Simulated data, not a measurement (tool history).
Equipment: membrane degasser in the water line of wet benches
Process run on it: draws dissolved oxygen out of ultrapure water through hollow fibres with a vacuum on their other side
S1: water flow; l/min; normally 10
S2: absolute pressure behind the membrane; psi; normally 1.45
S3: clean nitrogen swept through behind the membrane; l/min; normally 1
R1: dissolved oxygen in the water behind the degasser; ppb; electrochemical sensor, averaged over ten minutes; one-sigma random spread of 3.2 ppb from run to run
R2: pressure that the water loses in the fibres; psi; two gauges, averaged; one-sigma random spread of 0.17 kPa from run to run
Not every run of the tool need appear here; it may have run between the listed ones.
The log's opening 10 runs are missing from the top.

| run | hour | S1 | S2 | S3 | R1 | R2 |
|---|---|---|---|---|---|---|
|  | 2276.8 | vacuum gauge calibrated |
| 11 | 2394.5 | 10 | 1.45 | 0.48 | 459.2 | 3.707 |
| 12 | 2563.3 | 10 | 0.94 | 0.48 | 311.8 | 3.717 |
| 13 | 2744.5 | 10 | 0.94 | 0.48 | 316.7 | 3.725 |
| 14 | 3035.3 | 10 | 0.94 | 0.48 | 311.9 | 3.719 |
| 15 | 3249.5 | 10 | 0.94 | 0.48 | 313.1 | 3.726 |
| 16 | 3469.4 | 10 | 0.94 | 0.48 | 316.6 | 3.696 |
| 17 | 3712.5 | 10 | 0.94 | 0.48 | 312.4 | 3.775 |
| 18 | 3936.9 | 10 | 0.94 | 0.48 | 313.3 | 3.739 |
| 19 | 4066.1 | 7 | 1.09 | 1.08 | 162.5 | 2.606 |
| 20 | 4195 | 12 | 1.71 | 1 | 440.7 | 4.476 |
| 21 | 4468.3 | 12 | 1.71 | 1 | 438.4 | 4.469 |
| 22 | 4753.4 | 12 | 1.71 | 1 | 425.7 | 4.515 |
| 23 | 4938.2 | 7 | 1.45 | 1 | 208.6 | 2.616 |
| 24 | 5134.8 | 14 | 1.45 | 0.62 | 565.4 | 5.226 |
| 25 | 5306.7 | 14 | 2.38 | 2.28 | 444.6 | 5.221 |
| 26 | 5583.2 | 14 | 2.38 | 2.28 | 441.4 | 5.211 |
| 27 | 5755.1 | 7 | 1.45 | 1 | 210.1 | 2.606 |
|  | 5783.6 | seals of the vacuum lines changed |
| 28 | 5967.3 | 7 | 1.22 | 1 | 180.6 | 2.611 |
| 29 | 6111.7 | 10 | 1.29 | 1.93 | 238.9 | 3.771 |
| 30 | 6317.4 | 8 | 1.45 | 1 | 241.8 | 2.973 |
| 31 | 6537.6 | 8 | 1.45 | 1.1 | 237.7 | 3.015 |
| 32 | 6818.8 | 7 | 1.45 | 1 | 204.6 | 2.595 |
| 33 | 7055.9 | 7 | 1.45 | 1 | 208.6 | 2.606 |

Below are 3 alternative next runs, each starting from the tool's condition after run 33. Predict each:
| A | 7207.6 | 10 | 2.77 | 1 | ? | ? |
| B | 7207.6 | 10 | 1.45 | 1.41 | ? | ? |
| C | 7207.6 | 8 | 2.05 | 1.41 | ? | ? |

| run | R1 | R2 |
|---|---|---|
| A | 514.1 | 3.752 |
| B | 270.6 | 3.73 |
| C | 262.4 | 2.982 |
Without the tool's hidden state the same runs would have given:
| run | R1 | R2 |
|---|---|---|
| A | 513.6 | 3.751 |
| B | 270.1 | 3.727 |
| C | 262 | 2.979 |
